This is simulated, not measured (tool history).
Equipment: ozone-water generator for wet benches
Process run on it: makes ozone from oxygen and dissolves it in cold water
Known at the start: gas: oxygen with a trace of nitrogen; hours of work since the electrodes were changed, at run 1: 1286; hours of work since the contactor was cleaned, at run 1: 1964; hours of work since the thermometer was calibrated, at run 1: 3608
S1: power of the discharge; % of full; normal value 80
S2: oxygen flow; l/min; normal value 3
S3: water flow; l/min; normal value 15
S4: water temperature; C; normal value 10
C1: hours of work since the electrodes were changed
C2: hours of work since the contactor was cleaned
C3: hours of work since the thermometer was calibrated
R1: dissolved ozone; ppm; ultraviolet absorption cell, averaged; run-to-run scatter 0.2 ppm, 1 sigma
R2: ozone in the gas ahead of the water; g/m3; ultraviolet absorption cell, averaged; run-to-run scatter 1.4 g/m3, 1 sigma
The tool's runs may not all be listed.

run 1 hour=0 | S1=80 S2=3 S3=15 S4=10 | C1=1286 C2=1964 C3=3608 | R1=26.4 R2=256.5
run 2 hour=65.3 | S1=80 S2=3 S3=15 S4=10 | C1=1342 C2=2020 C3=3664 | R1=26.2 R2=254.9
run 3 hour=131.4 | S1=80 S2=3 S3=15 S4=10 | C1=1398 C2=2076 C3=3720 | R1=26.4 R2=257.1
run 4 hour=220.2 | S1=80 S2=3 S3=15 S4=10 | C1=1474 C2=2152 C3=3796 | R1=26.4 R2=257.3
run 5 hour=291.1 | S1=80 S2=3 S3=15 S4=10 | C1=1535 C2=2212 C3=3856 | R1=26.3 R2=255.3
run 6 hour=376.3 | S1=80 S2=3 S3=15 S4=10 | C1=1607 C2=2285 C3=3929 | R1=26.3 R2=253.7
run 7 hour=428.6 | S1=55 S2=3 S3=15 S4=10 | C1=1652 C2=2330 C3=3974 | R1=20.1 R2=197.8
run 8 hour=512.2 | S1=80 S2=3 S3=15 S4=10 | C1=1723 C2=2401 C3=4045 | R1=25.7 R2=252.9
run 9 hour=607.2 | S1=80 S2=3 S3=15 S4=10 | C1=1804 C2=2482 C3=4126 | R1=25.9 R2=256.4
run 10 hour=677.1 | S1=80 S2=3 S3=15 S4=10 | C1=1864 C2=2542 C3=4186 | R1=25.7 R2=252.4
run 11 hour=761 | S1=80 S2=3 S3=10 S4=10 | C1=1935 C2=2613 C3=4257 | R1=36.8 R2=254.3
run 12 hour=810 | S1=80 S2=1.68 S3=10 S4=10 | C1=1977 C2=2655 C3=4299 | R1=37.1 R2=374.3
-- hour=817 water thermometer calibrated
run 13 hour=890.1 | S1=80 S2=1.68 S3=10 S4=10 | C1=2045 C2=2723 C3=62 | R1=37.4 R2=376.4
run 14 hour=968.9 | S1=80 S2=3 S3=15 S4=13 | C1=2112 C2=2790 C3=130 | R1=24.5 R2=251.5
run 15 hour=1052 | S1=80 S2=3 S3=15 S4=13 | C1=2183 C2=2861 C3=200 | R1=24.7 R2=250.7
-- hour=1075 contactor cleaned
run 16 hour=1143.2 | S1=80 S2=3 S3=15 S4=13 | C1=2258 C2=58 C3=275 | R1=25.7 R2=251
run 17 hour=1205 | S1=80 S2=1.54 S3=16 S4=8 | C1=2310 C2=111 C3=328 | R1=24.1 R2=393.8
run 18 hour=1301.7 | S1=80 S2=4.02 S3=11 S4=10 | C1=2393 C2=193 C3=410 | R1=33.7 R2=203.3
run 19 hour=1362.3 | S1=83 S2=4.53 S3=11 S4=10 | C1=2445 C2=245 C3=462 | R1=33.6 R2=193
run 20 hour=1422.3 | S1=83 S2=4.53 S3=11 S4=10 | C1=2496 C2=296 C3=513 | R1=33.1 R2=192.9
run 21 hour=1497.1 | S1=80 S2=3.14 S3=15 S4=10 | C1=2560 C2=360 C3=577 | R1=26.3 R2=242.1
run 22 hour=1574.1 | S1=80 S2=2.01 S3=12 S4=10 | C1=2625 C2=426 C3=642 | R1=32.3 R2=324.8
run 23 hour=1626.9 | S1=84 S2=4.96 S3=15 S4=7 | C1=2670 C2=471 C3=687 | R1=27 R2=181.9
run 24 hour=1722.9 | S1=81 S2=1.76 S3=15 S4=11 | C1=2752 C2=553 C3=769 | R1=25.4 R2=358.1
run 25 hour=1788.7 | S1=87 S2=2.28 S3=21 S4=7 | C1=2808 C2=609 C3=825 | R1=19.9 R2=312.1
run 26 hour=1839.6 | S1=80 S2=2.23 S3=15 S4=10 | C1=2852 C2=652 C3=869 | R1=25.6 R2=298.4
run 27 hour=1905.1 | S1=69 S2=1.57 S3=16 S4=15 | C1=2908 C2=708 C3=925 | R1=20.7 R2=349.5
run 28 hour=1997.2 | S1=69 S2=1.57 S3=16 S4=15 | C1=2986 C2=787 C3=1003 | R1=20.6 R2=348.4
run 29 hour=2057.9 | S1=82 S2=4.61 S3=15 S4=5 | C1=3038 C2=838 C3=1055 | R1=27.3 R2=185.6
run 30 hour=2107.5 | S1=80 S2=4.21 S3=10 S4=10 | C1=3080 C2=881 C3=1097 | R1=34.7 R2=193.2
run 31 hour=2171.8 | S1=80 S2=4.21 S3=10 S4=10 | C1=3135 C2=936 C3=1152 | R1=34.5 R2=193.9
run 32 hour=2257 | S1=80 S2=1.58 S3=14 S4=10 | C1=3208 C2=1008 C3=1225 | R1=26.6 R2=376.1

Entry by entry between the runs, the difference in hidden state between the last listed run before and the first listed run after:
Between runs 12 and 13: water thermometer calibrated (hour 817)
  yield of the discharge, % of new electrodes': 93.9 -> 93.7; contactor's efficiency, % of a clean one's: 89.6 -> 89.4; true water temperature over the reading, C: 0.14 -> -0.05
  the result without the hidden state subtracted from the measured one, R1: -4.2 -> -4.3 ppm; R2: -26.8 -> -27.8 g/m3
Between runs 15 and 16: contactor cleaned (hour 1075)
  yield of the discharge, % of new electrodes': 93.3 -> 93.1; contactor's efficiency, % of a clean one's: 89 -> 99.6
  the result without the hidden state subtracted from the measured one, R1: -3.3 -> -2.1 ppm; R2: -19.7 -> -20.3 g/m3
